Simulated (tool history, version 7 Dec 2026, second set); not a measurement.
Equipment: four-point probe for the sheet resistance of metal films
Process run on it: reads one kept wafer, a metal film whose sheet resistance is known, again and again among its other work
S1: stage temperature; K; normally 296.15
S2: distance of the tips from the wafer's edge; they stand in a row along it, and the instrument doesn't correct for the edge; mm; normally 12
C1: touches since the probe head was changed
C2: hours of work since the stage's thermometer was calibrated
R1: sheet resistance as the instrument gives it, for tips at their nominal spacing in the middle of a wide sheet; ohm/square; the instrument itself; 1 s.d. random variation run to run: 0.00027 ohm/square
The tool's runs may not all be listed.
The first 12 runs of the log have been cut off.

run 13 day=45.525 | S1=297.15 S2=12 | C1=15757 C2=1576 | R1=1.352156
run 14 day=48.979 | S1=297.15 S2=62 | C1=19322 C2=1623 | R1=1.350958
run 15 day=53.246 | S1=305.15 S2=62 | C1=23718 C2=1681 | R1=1.357796
run 16 day=55.554 | S1=296.15 S2=12 | C1=26101 C2=1713 | R1=1.351799
run 17 day=58.396 | S1=296.15 S2=12 | C1=29030 C2=1752 | R1=1.351461
run 18 day=60.733 | S1=296.15 S2=12 | C1=31442 C2=1784 | R1=1.352154
run 19 day=62.921 | S1=299.15 S2=8 | C1=33698 C2=1814 | R1=1.357427
run 20 day=66.629 | S1=299.15 S2=8 | C1=37522 C2=1865 | R1=1.357803
run 21 day=69.088 | S1=299.15 S2=8 | C1=40055 C2=1898 | R1=1.356865

For run 22, what comes out?
run 22 day=71.654 | S1=305.15 S2=30 | C1=42702 C2=1933 | R1=?

R1: 1.358673 ohm/square
Minus the tool's unlogged condition, the same run would have read R1 1.359128 ohm/square.
